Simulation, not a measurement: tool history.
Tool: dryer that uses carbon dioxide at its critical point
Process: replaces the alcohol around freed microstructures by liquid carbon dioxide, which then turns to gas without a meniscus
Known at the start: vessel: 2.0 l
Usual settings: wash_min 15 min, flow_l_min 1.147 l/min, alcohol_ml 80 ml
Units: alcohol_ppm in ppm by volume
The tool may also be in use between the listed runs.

run 1 hour=0 | wash_min=15 flow_l_min=1.147 alcohol_ml=80 | alcohol_ppm=37
run 2 hour=61.7 | wash_min=11 flow_l_min=1.147 alcohol_ml=80 | alcohol_ppm=158
run 3 hour=111 | wash_min=15 flow_l_min=1.147 alcohol_ml=81 | alcohol_ppm=56
run 4 hour=166.3 | wash_min=15 flow_l_min=1.147 alcohol_ml=80 | alcohol_ppm=55
run 5 hour=238 | wash_min=15 flow_l_min=1.147 alcohol_ml=58 | alcohol_ppm=65
-- hour=250.8 inlet filter changed
run 6 hour=277 | wash_min=15 flow_l_min=1.147 alcohol_ml=58 | alcohol_ppm=53
run 7 hour=316 | wash_min=15 flow_l_min=1.147 alcohol_ml=58 | alcohol_ppm=56
run 8 hour=357.9 | wash_min=15 flow_l_min=0.75 alcohol_ml=80 | alcohol_ppm=290
run 9 hour=389.9 | wash_min=15 flow_l_min=0.75 alcohol_ml=80 | alcohol_ppm=298
run 10 hour=443 | wash_min=15 flow_l_min=0.75 alcohol_ml=80 | alcohol_ppm=305
run 11 hour=476.3 | wash_min=15 flow_l_min=1.147 alcohol_ml=80 | alcohol_ppm=78
run 12 hour=533.6 | wash_min=15 flow_l_min=1.147 alcohol_ml=80 | alcohol_ppm=84
-- hour=553.3 purifier's bed changed
run 13 hour=600.3 | wash_min=15 flow_l_min=1.147 alcohol_ml=80 | alcohol_ppm=17
run 14 hour=663 | wash_min=15 flow_l_min=1.147 alcohol_ml=80 | alcohol_ppm=34
run 15 hour=728 | wash_min=15 flow_l_min=1.147 alcohol_ml=80 | alcohol_ppm=38
run 16 hour=785.2 | wash_min=15 flow_l_min=1.147 alcohol_ml=80 | alcohol_ppm=46
-- hour=831.5 inlet filter changed
run 17 hour=838.7 | wash_min=15 flow_l_min=1.147 alcohol_ml=80 | alcohol_ppm=38
run 18 hour=897.4 | wash_min=15 flow_l_min=1.147 alcohol_ml=80 | alcohol_ppm=49
run 19 hour=937.4 | wash_min=10 flow_l_min=1.147 alcohol_ml=80 | alcohol_ppm=214
run 20 hour=997 | wash_min=10 flow_l_min=1.147 alcohol_ml=80 | alcohol_ppm=214
run 21 hour=1052.7 | wash_min=10 flow_l_min=1.147 alcohol_ml=80 | alcohol_ppm=241
run 22 hour=1116.1 | wash_min=15 flow_l_min=1.147 alcohol_ml=80 | alcohol_ppm=64
run 23 hour=1155.4 | wash_min=15 flow_l_min=1.147 alcohol_ml=64 | alcohol_ppm=62
run 24 hour=1217.4 | wash_min=15 flow_l_min=1.147 alcohol_ml=84 | alcohol_ppm=76
run 25 hour=1252.1 | wash_min=11 flow_l_min=1.05 alcohol_ml=91 | alcohol_ppm=300
run 26 hour=1301.4 | wash_min=15 flow_l_min=1.03 alcohol_ml=27 | alcohol_ppm=85
run 27 hour=1353.3 | wash_min=15 flow_l_min=0.77 alcohol_ml=41 | alcohol_ppm=201
-- hour=1365.7 purifier's bed changed
-- hour=1409.1 inlet filter changed
run 28 hour=1409.1 | wash_min=18 flow_l_min=1.75 alcohol_ml=80 | alcohol_ppm=7
run 29 hour=1477.1 | wash_min=18 flow_l_min=1.75 alcohol_ml=80 | alcohol_ppm=12
run 30 hour=1534.3 | wash_min=14 flow_l_min=1.37 alcohol_ml=46 | alcohol_ppm=19
run 31 hour=1575.4 | wash_min=14 flow_l_min=0.88 alcohol_ml=46 | alcohol_ppm=104
run 32 hour=1646.9 | wash_min=9 flow_l_min=1.56 alcohol_ml=90 | alcohol_ppm=84
run 33 hour=1683.4 | wash_min=9 flow_l_min=1.56 alcohol_ml=90 | alcohol_ppm=92
run 34 hour=1737.4 | wash_min=21 flow_l_min=1.147 alcohol_ml=35 | alcohol_ppm=41
run 35 hour=1786.2 | wash_min=20 flow_l_min=1 alcohol_ml=35 | alcohol_ppm=39
run 36 hour=1858.7 | wash_min=20 flow_l_min=1 alcohol_ml=35 | alcohol_ppm=50
run 37 hour=1892.5 | wash_min=14 flow_l_min=1.147 alcohol_ml=80 | alcohol_ppm=80
run 38 hour=1932 | wash_min=14 flow_l_min=1.147 alcohol_ml=80 | alcohol_ppm=79
-- hour=1984.3 inlet filter changed
run 39 hour=1991 | wash_min=14 flow_l_min=1.147 alcohol_ml=80 | alcohol_ppm=80
run 40 hour=2033.9 | wash_min=12 flow_l_min=1.65 alcohol_ml=55 | alcohol_ppm=66
run 41 hour=2100 | wash_min=12 flow_l_min=1.65 alcohol_ml=55 | alcohol_ppm=68
run 42 hour=2161.7 | wash_min=14 flow_l_min=1.147 alcohol_ml=35 | alcohol_ppm=82
-- hour=2179 purifier's bed changed
run 43 hour=2236.9 | wash_min=11 flow_l_min=1.147 alcohol_ml=91 | alcohol_ppm=141
run 44 hour=2296.5 | wash_min=11 flow_l_min=1.147 alcohol_ml=91 | alcohol_ppm=141
run 45 hour=2368.5 | wash_min=11 flow_l_min=1.147 alcohol_ml=91 | alcohol_ppm=150
run 46 hour=2436.6 | wash_min=11 flow_l_min=1.147 alcohol_ml=91 | alcohol_ppm=171

Some steps in alcohol_ppm between neighbouring runs. How much of each would the tool show without its hidden state too (settings, what came in, random variation), and how much is left for the hidden state, with any gauge scatter that isn't in both results?
The hidden state here: flow that reaches the vessel past the clogged filter, %; alcohol in the recycled carbon dioxide, ppm; drift of the gauge itself on alcohol_ppm, %.
Run 7 -> 8: flow_l_min 1.147 -> 0.75, alcohol_ml 58 -> 80. alcohol_ppm +234 ppm by volume: hidden state +17, all else +217.
Run 10 -> 11: flow_l_min 0.75 -> 1.147. alcohol_ppm -227 ppm by volume: hidden state -21, all else -206.
Run 12 -> 13: purifier's bed changed. alcohol_ppm -67 ppm by volume: hidden state -61, all else -6.
Run 24 -> 25: wash_min 15 -> 11, flow_l_min 1.147 -> 1.05, alcohol_ml 84 -> 91. alcohol_ppm +224 ppm by volume: hidden state +48, all else +176.
Run 27 -> 28: wash_min 15 -> 18, flow_l_min 0.77 -> 1.75, alcohol_ml 41 -> 80, purifier's bed changed, inlet filter changed. alcohol_ppm -194 ppm by volume: hidden state -95, all else -99.

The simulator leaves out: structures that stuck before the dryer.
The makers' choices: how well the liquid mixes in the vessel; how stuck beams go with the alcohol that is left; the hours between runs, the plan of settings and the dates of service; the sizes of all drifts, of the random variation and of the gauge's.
